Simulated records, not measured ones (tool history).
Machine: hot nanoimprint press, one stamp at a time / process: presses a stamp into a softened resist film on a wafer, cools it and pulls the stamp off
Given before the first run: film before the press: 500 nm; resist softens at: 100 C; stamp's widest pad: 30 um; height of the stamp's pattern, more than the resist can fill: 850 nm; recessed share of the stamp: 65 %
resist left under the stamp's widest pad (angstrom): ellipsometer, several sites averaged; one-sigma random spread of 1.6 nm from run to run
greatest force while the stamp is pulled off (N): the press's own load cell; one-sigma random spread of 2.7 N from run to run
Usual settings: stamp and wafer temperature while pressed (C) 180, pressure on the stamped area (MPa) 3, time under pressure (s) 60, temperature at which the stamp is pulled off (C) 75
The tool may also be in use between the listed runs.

run,hour,stamp and wafer temperature while pressed (C),pressure on the stamped area (MPa),time under pressure (s),temperature at which the stamp is pulled off (C),resist left under the stamp's widest pad (angstrom),greatest force while the stamp is pulled off (N)
1,0,180,3,60,75,2467,132
2,19,180,3,60,82,2464,106
3,45.8,180,3,60,82,2469,109
4,72.6,180,3,60,82,2494,113
5,86.7,180,3,60,75,2512,136
6,105.6,180,3,60,80,2482,123
7,123.1,180,3,42,75,2813,132
8,135.6,180,3,42,75,2770,132
9,148.1,180,3,60,75,2504,135
10,174,180,3,60,75,2451,141
11,189.2,180,3,60,75,2483,136
12,204,180,3.36,60,75,2347,141
13,216.2,180,3.36,60,75,2330,139
14,233.1,180,3.94,60,75,2146,141
15,252.9,180,2.07,60,75,2894,136
16,280.6,180,2.07,60,75,2897,137
17,305.2,169,3,51,63,3587,183
18,324.4,169,3,51,63,3529,178
19,349,170,4.19,51,78,3122,135
20,378.7,170,2.03,51,78,3897,130
21,395.8,180,3,52,79,2576,130
22,423.2,180,3,52,79,2563,130
23,450,177,3,90,60,2337,198
24,474.9,189,3,119,76,1383,143
25,488.2,180,2.29,60,74,2737,153
# hour 507: stamp cleaned and given a new release coat
26,524.1,180,2.29,60,74,2733,120
27,539.3,177,3.21,60,75,2607,123
# hour 547.6: plate thermocouple calibrated
28,568.7,177,3.21,60,75,2795,129
29,588.1,185,3.43,39,81,2430,111
30,609.6,186,3.23,45,69,2303,148
31,638.8,177,3,60,75,2888,132

Each row is a separate what-if for the run after 31, all from the same tool condition, not one after another. Results?
A,663.4,180,2.94,60,75,?,?
B,663.4,172,3,39,61,?,?
C,663.4,182,2.43,60,75,?,?

run,resist left under the stamp's widest pad (angstrom),greatest force while the stamp is pulled off (N)
A,2604,128
B,3691,179
C,2687,133
Stripped of hidden state, with their random variation kept, the same runs would have yielded:
run,resist left under the stamp's widest pad (angstrom),greatest force while the stamp is pulled off (N)
A,2558,123
B,3649,172
C,2650,128

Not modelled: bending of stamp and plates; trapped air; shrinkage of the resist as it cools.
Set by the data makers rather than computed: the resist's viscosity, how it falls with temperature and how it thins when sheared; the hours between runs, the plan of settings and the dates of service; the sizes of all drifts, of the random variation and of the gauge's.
